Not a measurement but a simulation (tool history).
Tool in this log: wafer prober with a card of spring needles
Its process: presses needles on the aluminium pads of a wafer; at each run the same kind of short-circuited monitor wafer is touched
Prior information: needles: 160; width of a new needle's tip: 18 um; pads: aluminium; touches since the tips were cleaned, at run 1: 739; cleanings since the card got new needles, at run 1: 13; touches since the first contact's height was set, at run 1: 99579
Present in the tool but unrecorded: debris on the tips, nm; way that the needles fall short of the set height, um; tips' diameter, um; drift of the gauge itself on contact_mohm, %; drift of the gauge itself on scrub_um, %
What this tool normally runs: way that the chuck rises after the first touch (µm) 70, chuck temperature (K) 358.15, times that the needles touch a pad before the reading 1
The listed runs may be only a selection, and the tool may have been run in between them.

run	hour	way that the chuck rises after the first touch (µm)	chuck temperature (K)	times that the needles touch a pad before the reading	touches since the tips were cleaned	cleanings since the card got new needles	touches since the first contact's height was set	resistance of one needle with its contact and lead (mohm)	way that a needle slides on the pad (µm)
1	0.0	70	358.15	1	739	13	99579	267	14.94
2	5.4	70	358.15	2	3790	13	102630	267	14.94
# hour 11.9: tips cleaned on abrasive film
3	16.6	70	317.15	1	2669	14	108961	259	15.01
# hour 25.4: tips cleaned on abrasive film
4	26.9	70	317.15	1	863	15	114783	256	14.90
5	34.7	70	317.15	1	5317	15	119237	258	15.04
# hour 37.9: tips cleaned on abrasive film
6	42.1	70	317.15	1	2394	16	123427	259	14.96
# hour 50.9: tips cleaned on abrasive film
7	51.7	70	358.15	1	457	17	128814	263	15.03
8	57.2	70	358.15	2	3588	17	131945	266	14.98
9	62.4	70	358.15	2	6579	17	134936	269	15.13
# hour 63.5: tips cleaned on abrasive film
10	67.9	54	358.15	1	2512	18	137988	271	11.59
11	74.0	54	358.15	1	6000	18	141476	269	11.56
# hour 76.0: tips cleaned on abrasive film
12	80.5	54	358.15	2	2543	19	145105	275	11.63
# hour 88.8: tips cleaned on abrasive film
13	92.2	54	358.15	2	1944	20	151728	273	11.65
# hour 93.5: height of the first contact set anew
# hour 102.2: tips cleaned on abrasive film
14	104.0	70	358.15	1	1020	21	5928	268	15.08
15	112.9	70	358.15	1	6085	21	10993	269	15.07
# hour 115.4: tips cleaned on abrasive film
16	123.0	70	307.15	1	4328	22	16676	255	15.05
# hour 128.0: tips cleaned on abrasive film
17	131.4	70	307.15	2	1951	23	21432	255	15.15
# hour 140.6: tips cleaned on abrasive film
18	142.0	70	358.15	1	785	24	27398	267	15.09
19	147.5	70	358.15	1	3939	24	30552	267	15.17
20	152.4	78	350.15	1	6752	24	33365	263	16.90

Run 21 comes next. What will it give?
# hour 153.6: tips cleaned on abrasive film
21	160.9	83	300.15	1	4143	25	38134	?	?

{"run 21": {"resistance of one needle with its contact and lead (mohm)": 245, "way that a needle slides on the pad (µm)": 17.94}}
Had the tool carried no hidden state, the very same run would have given resistance of one needle with its contact and lead (mohm) 244, way that a needle slides on the pad (µm) 17.72.
